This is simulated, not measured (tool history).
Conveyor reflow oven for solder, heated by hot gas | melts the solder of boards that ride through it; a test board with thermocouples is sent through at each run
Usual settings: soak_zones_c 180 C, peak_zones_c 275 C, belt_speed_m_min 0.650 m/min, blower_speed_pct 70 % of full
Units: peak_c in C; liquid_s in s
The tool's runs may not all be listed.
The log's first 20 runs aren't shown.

run	day	soak_zones_c	peak_zones_c	belt_speed_m_min	blower_speed_pct	hours of work since the flux was cleaned out	hours of work since the belt drive was overhauled	hours of work since the thermocouples were changed	peak_c	liquid_s
21	14.129	194	281	0.650	70	86	69	791	270.0	72.2
22	14.842	192	270	0.520	70	95	78	800	264.5	87.1
23	15.629	175	273	0.554	83	105	88	810	265.5	75.7
24	16.454	180	271	0.739	70	115	98	820	255.2	51.7
25	17.246	193	286	0.617	51	125	108	830	272.5	76.6
26	17.800	193	286	0.617	51	132	115	837	272.4	76.2
27	18.671	194	286	0.699	51	143	126	848	268.6	66.5
28	19.058	194	286	0.699	51	148	131	853	268.5	66.5
29	19.817	194	286	0.699	51	158	141	863	268.4	66.4
30	20.192	182	286	0.699	54	162	146	867	267.0	61.2

5 ways to go on from here, each from the tool as it stands after run 30. What would each give?
A	20.958	179	270	0.699	60	172	155	877	?	?
B	20.958	174	286	0.567	54	172	155	877	?	?
C	20.958	182	286	0.606	54	172	155	877	?	?
D	20.958	179	271	0.650	88	172	155	877	?	?
E	20.958	181	286	0.777	54	172	155	877	?	?

run	peak_c	liquid_s
A	253.8	53.8
B	272.5	76.4
C	271.6	73.5
D	260.8	63.1
E	262.2	52.3
Without the tool's hidden state the same runs would have given:
run	peak_c	liquid_s
A	253.5	53.7
B	272.1	76.1
C	271.2	73.2
D	260.4	62.9
E	262.1	52.3

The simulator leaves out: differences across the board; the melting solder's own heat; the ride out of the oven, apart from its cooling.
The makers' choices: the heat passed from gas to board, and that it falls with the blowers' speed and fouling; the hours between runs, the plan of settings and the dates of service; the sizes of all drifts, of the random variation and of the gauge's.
